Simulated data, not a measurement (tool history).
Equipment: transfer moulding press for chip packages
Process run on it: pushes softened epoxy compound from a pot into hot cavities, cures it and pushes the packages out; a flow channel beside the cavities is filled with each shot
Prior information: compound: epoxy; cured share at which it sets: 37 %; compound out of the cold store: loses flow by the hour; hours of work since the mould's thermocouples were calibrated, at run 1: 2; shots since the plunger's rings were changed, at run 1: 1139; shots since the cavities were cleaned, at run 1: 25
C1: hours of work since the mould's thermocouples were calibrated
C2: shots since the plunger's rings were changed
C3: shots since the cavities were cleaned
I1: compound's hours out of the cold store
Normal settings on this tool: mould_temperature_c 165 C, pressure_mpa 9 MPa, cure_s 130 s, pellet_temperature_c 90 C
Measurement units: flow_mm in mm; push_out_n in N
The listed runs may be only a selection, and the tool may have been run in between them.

{"run": 1, "hour": 0.0, "mould_temperature_c": 165, "pressure_mpa": 9, "cure_s": 130, "pellet_temperature_c": 90, "C1": 2, "C2": 1139, "C3": 25, "I1": 21.3, "flow_mm": 702, "push_out_n": 350}
{"run": 2, "hour": 9.0, "mould_temperature_c": 165, "pressure_mpa": 9, "cure_s": 147, "pellet_temperature_c": 90, "C1": 6, "C2": 1196, "C3": 82, "I1": 23.3, "flow_mm": 695, "push_out_n": 332}
{"run": 3, "hour": 20.7, "mould_temperature_c": 165, "pressure_mpa": 9, "cure_s": 147, "pellet_temperature_c": 90, "C1": 11, "C2": 1269, "C3": 155, "I1": 28.5, "flow_mm": 673, "push_out_n": 337}
{"run": 4, "hour": 26.8, "mould_temperature_c": 165, "pressure_mpa": 9, "cure_s": 147, "pellet_temperature_c": 90, "C1": 14, "C2": 1307, "C3": 193, "I1": 12, "flow_mm": 744, "push_out_n": 331}
{"run": 5, "hour": 32.0, "mould_temperature_c": 165, "pressure_mpa": 9, "cure_s": 130, "pellet_temperature_c": 90, "C1": 16, "C2": 1340, "C3": 226, "I1": 44.2, "flow_mm": 624, "push_out_n": 336}
{"run": 6, "hour": 38.4, "mould_temperature_c": 165, "pressure_mpa": 9, "cure_s": 130, "pellet_temperature_c": 90, "C1": 19, "C2": 1380, "C3": 266, "I1": 43.1, "flow_mm": 633, "push_out_n": 351}
{"run": 7, "hour": 47.1, "mould_temperature_c": 165, "pressure_mpa": 9, "cure_s": 130, "pellet_temperature_c": 90, "C1": 23, "C2": 1435, "C3": 321, "I1": 45.8, "flow_mm": 623, "push_out_n": 339}
{"run": 8, "hour": 55.2, "mould_temperature_c": 165, "pressure_mpa": 9, "cure_s": 130, "pellet_temperature_c": 90, "C1": 26, "C2": 1486, "C3": 372, "I1": 16.6, "flow_mm": 721, "push_out_n": 359}
{"run": 9, "hour": 64.5, "mould_temperature_c": 165, "pressure_mpa": 9, "cure_s": 130, "pellet_temperature_c": 90, "C1": 30, "C2": 1544, "C3": 430, "I1": 16.9, "flow_mm": 712, "push_out_n": 343}
{"run": 10, "hour": 75.9, "mould_temperature_c": 165, "pressure_mpa": 9, "cure_s": 130, "pellet_temperature_c": 83, "C1": 35, "C2": 1615, "C3": 501, "I1": 44.6, "flow_mm": 622, "push_out_n": 351}
{"run": 11, "hour": 86.7, "mould_temperature_c": 165, "pressure_mpa": 9, "cure_s": 130, "pellet_temperature_c": 83, "C1": 40, "C2": 1683, "C3": 569, "I1": 11.1, "flow_mm": 744, "push_out_n": 356}
{"run": 12, "hour": 96.7, "mould_temperature_c": 165, "pressure_mpa": 9, "cure_s": 130, "pellet_temperature_c": 90, "C1": 45, "C2": 1746, "C3": 632, "I1": 20.3, "flow_mm": 710, "push_out_n": 359}
{"run": 13, "hour": 102.4, "mould_temperature_c": 165, "pressure_mpa": 9, "cure_s": 130, "pellet_temperature_c": 90, "C1": 47, "C2": 1782, "C3": 668, "I1": 37.6, "flow_mm": 650, "push_out_n": 345}
{"run": 14, "hour": 107.8, "mould_temperature_c": 165, "pressure_mpa": 9, "cure_s": 130, "pellet_temperature_c": 90, "C1": 50, "C2": 1816, "C3": 702, "I1": 21.7, "flow_mm": 698, "push_out_n": 374}
{"hour": 115.0, "done": "cavities cleaned with cleaning compound and waxed"}
{"run": 15, "hour": 116.0, "mould_temperature_c": 165, "pressure_mpa": 9, "cure_s": 130, "pellet_temperature_c": 90, "C1": 53, "C2": 1857, "C3": 6, "I1": 37, "flow_mm": 652, "push_out_n": 340}
{"run": 16, "hour": 126.7, "mould_temperature_c": 164, "pressure_mpa": 10.57, "cure_s": 130, "pellet_temperature_c": 100, "C1": 57, "C2": 1924, "C3": 73, "I1": 41.4, "flow_mm": 699, "push_out_n": 350}
{"run": 17, "hour": 137.6, "mould_temperature_c": 159, "pressure_mpa": 6.86, "cure_s": 169, "pellet_temperature_c": 93, "C1": 62, "C2": 1993, "C3": 142, "I1": 41.4, "flow_mm": 571, "push_out_n": 336}
{"run": 18, "hour": 143.4, "mould_temperature_c": 167, "pressure_mpa": 9, "cure_s": 134, "pellet_temperature_c": 90, "C1": 65, "C2": 2030, "C3": 179, "I1": 24.6, "flow_mm": 680, "push_out_n": 333}
{"run": 19, "hour": 148.6, "mould_temperature_c": 167, "pressure_mpa": 9, "cure_s": 134, "pellet_temperature_c": 90, "C1": 67, "C2": 2062, "C3": 211, "I1": 43.2, "flow_mm": 625, "push_out_n": 325}
{"run": 20, "hour": 157.1, "mould_temperature_c": 167, "pressure_mpa": 9, "cure_s": 169, "pellet_temperature_c": 90, "C1": 71, "C2": 2115, "C3": 264, "I1": 21.5, "flow_mm": 699, "push_out_n": 308}
{"run": 21, "hour": 165.3, "mould_temperature_c": 167, "pressure_mpa": 9, "cure_s": 169, "pellet_temperature_c": 90, "C1": 74, "C2": 2167, "C3": 316, "I1": 37.9, "flow_mm": 637, "push_out_n": 315}
{"run": 22, "hour": 175.9, "mould_temperature_c": 167, "pressure_mpa": 9, "cure_s": 169, "pellet_temperature_c": 90, "C1": 79, "C2": 2233, "C3": 382, "I1": 16, "flow_mm": 719, "push_out_n": 310}
{"run": 23, "hour": 182.5, "mould_temperature_c": 162, "pressure_mpa": 9, "cure_s": 169, "pellet_temperature_c": 95, "C1": 82, "C2": 2275, "C3": 424, "I1": 17.3, "flow_mm": 738, "push_out_n": 323}
{"run": 24, "hour": 189.1, "mould_temperature_c": 162, "pressure_mpa": 9, "cure_s": 169, "pellet_temperature_c": 95, "C1": 85, "C2": 2316, "C3": 465, "I1": 14.8, "flow_mm": 727, "push_out_n": 328}
{"run": 25, "hour": 195.8, "mould_temperature_c": 169, "pressure_mpa": 7.8, "cure_s": 130, "pellet_temperature_c": 98, "C1": 88, "C2": 2358, "C3": 507, "I1": 15.4, "flow_mm": 668, "push_out_n": 332}
{"run": 26, "hour": 207.6, "mould_temperature_c": 169, "pressure_mpa": 7.8, "cure_s": 130, "pellet_temperature_c": 98, "C1": 93, "C2": 2432, "C3": 581, "I1": 33.9, "flow_mm": 605, "push_out_n": 348}
{"run": 27, "hour": 214.8, "mould_temperature_c": 161, "pressure_mpa": 9, "cure_s": 111, "pellet_temperature_c": 87, "C1": 96, "C2": 2477, "C3": 626, "I1": 16.4, "flow_mm": 729, "push_out_n": 554}
{"run": 28, "hour": 224.4, "mould_temperature_c": 161, "pressure_mpa": 9, "cure_s": 111, "pellet_temperature_c": 87, "C1": 101, "C2": 2538, "C3": 687, "I1": 16, "flow_mm": 728, "push_out_n": 535}
{"hour": 233.7, "done": "cavities cleaned with cleaning compound and waxed"}
{"run": 29, "hour": 237.9, "mould_temperature_c": 166, "pressure_mpa": 8.09, "cure_s": 127, "pellet_temperature_c": 89, "C1": 106, "C2": 2612, "C3": 25, "I1": 31.2, "flow_mm": 633, "push_out_n": 346}
{"run": 30, "hour": 247.1, "mould_temperature_c": 166, "pressure_mpa": 9.13, "cure_s": 127, "pellet_temperature_c": 89, "C1": 110, "C2": 2670, "C3": 83, "I1": 42.6, "flow_mm": 648, "push_out_n": 344}

Entry by entry between the runs, the difference in hidden state between the last listed run before and the first listed run after:
After run 14, before run 15: cavities cleaned with cleaning compound and waxed (hour 115)
  grip of the stained cavities, % over clean ones': 0.7 -> 0
After run 28, before run 29: cavities cleaned with cleaning compound and waxed (hour 233.7)
  grip of the stained cavities, % over clean ones': 0.7 -> 0

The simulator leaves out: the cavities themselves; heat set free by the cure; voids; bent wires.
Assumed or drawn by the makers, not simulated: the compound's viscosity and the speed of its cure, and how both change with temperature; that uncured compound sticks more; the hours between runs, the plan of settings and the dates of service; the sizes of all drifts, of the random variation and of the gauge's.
